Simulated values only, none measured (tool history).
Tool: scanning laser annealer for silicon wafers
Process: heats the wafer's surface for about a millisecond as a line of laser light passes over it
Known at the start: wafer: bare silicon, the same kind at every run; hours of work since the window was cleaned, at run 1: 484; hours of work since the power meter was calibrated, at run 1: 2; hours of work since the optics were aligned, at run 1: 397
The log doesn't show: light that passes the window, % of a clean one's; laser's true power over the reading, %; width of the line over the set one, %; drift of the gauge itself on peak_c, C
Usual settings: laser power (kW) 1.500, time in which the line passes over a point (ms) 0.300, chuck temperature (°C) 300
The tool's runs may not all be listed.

| run | day | laser power (kW) | time in which the line passes over a point (ms) | chuck temperature (°C) | hours of work since the window was cleaned | hours of work since the power meter was calibrated | hours of work since the optics were aligned | highest temperature of the surface (°C) |
|---|---|---|---|---|---|---|---|---|
| 1 | 0.000 | 1.500 | 0.300 | 300 | 484 | 2 | 397 | 1016 |
| 2 | 0.412 | 1.500 | 0.300 | 300 | 490 | 8 | 403 | 1013 |
| 3 | 0.825 | 1.500 | 0.300 | 300 | 496 | 14 | 409 | 1015 |
| 4 | 1.088 | 1.500 | 0.300 | 300 | 500 | 19 | 414 | 1015 |
| 5 | 1.392 | 1.500 | 0.300 | 300 | 505 | 23 | 418 | 1016 |
| 6 | 1.604 | 1.500 | 0.300 | 300 | 508 | 27 | 421 | 1012 |
| 7 | 1.933 | 1.500 | 0.300 | 300 | 513 | 32 | 427 | 1013 |
| 8 | 2.288 | 1.500 | 0.300 | 300 | 519 | 37 | 432 | 1013 |
| 9 | 2.533 | 1.500 | 0.300 | 300 | 523 | 41 | 436 | 1016 |
| 10 | 2.808 | 1.500 | 0.300 | 300 | 527 | 45 | 440 | 1015 |
| 11 | 3.000 | 1.500 | 0.300 | 300 | 530 | 48 | 443 | 1015 |
|  | 3.242 | window over the wafer cleaned |
| 12 | 3.433 | 1.500 | 0.300 | 300 | 3 | 53 | 448 | 1013 |
| 13 | 3.775 | 1.500 | 0.300 | 300 | 8 | 59 | 454 | 1013 |
| 14 | 4.142 | 1.500 | 0.300 | 300 | 14 | 64 | 459 | 1012 |
| 15 | 4.346 | 1.500 | 0.250 | 300 | 17 | 68 | 463 | 949 |
| 16 | 4.788 | 1.500 | 0.350 | 300 | 24 | 74 | 469 | 1074 |
| 17 | 5.029 | 1.500 | 0.224 | 300 | 28 | 78 | 473 | 911 |
| 18 | 5.362 | 1.500 | 0.300 | 316 | 33 | 83 | 478 | 1032 |
| 19 | 5.671 | 1.500 | 0.300 | 316 | 37 | 88 | 483 | 1032 |
| 20 | 6.117 | 1.500 | 0.300 | 280 | 44 | 95 | 490 | 994 |
| 21 | 6.542 | 1.500 | 0.346 | 280 | 51 | 101 | 496 | 1052 |
| 22 | 6.871 | 1.500 | 0.346 | 280 | 56 | 106 | 501 | 1053 |
| 23 | 7.283 | 1.373 | 0.315 | 263 | 62 | 113 | 508 | 919 |
| 24 | 7.646 | 1.397 | 0.315 | 263 | 68 | 118 | 513 | 937 |
| 25 | 8.058 | 1.325 | 0.232 | 300 | 74 | 125 | 520 | 836 |
| 26 | 8.321 | 1.526 | 0.328 | 330 | 78 | 129 | 524 | 1100 |
| 27 | 8.600 | 1.408 | 0.266 | 294 | 83 | 133 | 528 | 914 |
| 28 | 9.021 | 1.408 | 0.266 | 294 | 89 | 140 | 535 | 918 |
| 29 | 9.404 | 1.500 | 0.300 | 312 | 95 | 146 | 541 | 1025 |
| 30 | 9.654 | 1.500 | 0.300 | 281 | 99 | 149 | 544 | 994 |
| 31 | 10.004 | 1.500 | 0.236 | 339 | 104 | 155 | 550 | 968 |
| 32 | 10.454 | 1.527 | 0.293 | 264 | 111 | 162 | 557 | 986 |
| 33 | 10.850 | 1.500 | 0.300 | 267 | 117 | 168 | 563 | 984 |
| 34 | 11.058 | 1.500 | 0.300 | 267 | 121 | 171 | 566 | 983 |
| 35 | 11.400 | 1.500 | 0.338 | 304 | 126 | 176 | 571 | 1065 |
| 36 | 11.746 | 1.500 | 0.212 | 329 | 131 | 182 | 577 | 926 |
| 37 | 12.021 | 1.500 | 0.212 | 329 | 135 | 186 | 581 | 922 |
| 38 | 12.308 | 1.564 | 0.351 | 336 | 140 | 190 | 585 | 1152 |
| 39 | 12.692 | 1.403 | 0.262 | 300 | 146 | 196 | 591 | 913 |
| 40 | 13.054 | 1.567 | 0.275 | 301 | 151 | 202 | 597 | 1022 |

How the hidden state differs across the entries between the runs, from the last listed run before each to the first after it:
Between runs 11 and 12: window over the wafer cleaned (day 3.242)
  light that passes the window, % of a clean one's: 99.97 -> 100
